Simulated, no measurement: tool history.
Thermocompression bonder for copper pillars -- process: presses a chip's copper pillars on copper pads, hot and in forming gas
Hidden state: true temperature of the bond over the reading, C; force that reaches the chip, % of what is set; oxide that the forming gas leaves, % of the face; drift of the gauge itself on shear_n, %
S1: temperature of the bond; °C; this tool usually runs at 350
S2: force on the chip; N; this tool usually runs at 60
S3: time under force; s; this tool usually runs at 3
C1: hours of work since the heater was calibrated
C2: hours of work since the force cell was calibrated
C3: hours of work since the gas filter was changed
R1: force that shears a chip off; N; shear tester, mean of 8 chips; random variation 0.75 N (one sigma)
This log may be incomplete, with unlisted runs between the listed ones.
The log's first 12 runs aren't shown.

Run 13, hour 607.2: usual settings but S2 56 N; C1 331; C2 440; C3 152. Result: R1 52 N.
Run 14, hour 667.4: usual settings; C1 375; C2 483; C3 196. Result: R1 56.4 N.
Run 15, hour 696: usual settings; C1 396; C2 504; C3 217. Result: R1 55.4 N.
Run 16, hour 725.3: usual settings but S1 374 °C; C1 417; C2 526; C3 238. Result: R1 74.3 N.
Run 17, hour 792.5: usual settings but S1 374 °C; C1 466; C2 574; C3 287. Result: R1 72.2 N.
Run 18, hour 841.7: usual settings but S2 49 N; C1 502; C2 610; C3 323. Result: R1 45.8 N.
At hour 850.3: heater calibrated with a thermocouple chip.
Run 19, hour 903: usual settings but S2 49 N; C1 38; C2 653; C3 366. Result: R1 46.9 N.
At hour 929.5: forming gas filter changed.
Run 20, hour 972.3: usual settings but S1 334 °C, S2 66 N, S3 7 s; C1 88; C2 703; C3 31. Result: R1 65.4 N.
Run 21, hour 1021.7: usual settings but S1 341 °C, S2 45 N, S3 2 s; C1 124; C2 739; C3 67. Result: R1 31.1 N.
Run 22, hour 1055.5: usual settings but S2 70 N, S3 9 s; C1 149; C2 764; C3 92. Result: R1 89.3 N.
Run 23, hour 1092.1: usual settings but S2 70 N, S3 9 s; C1 176; C2 791; C3 118. Result: R1 90.9 N.

Run 24, settings as shown, results not yet in. Your forecast:
Run 24, hour 1159.9: usual settings but S2 71 N, S3 2 s; C1 225; C2 840; C3 168. Result: R1 ?.

{"run 24": {"R1": 53.4}}
With no hidden state in the tool, this same run would have given R1 53.9 N.
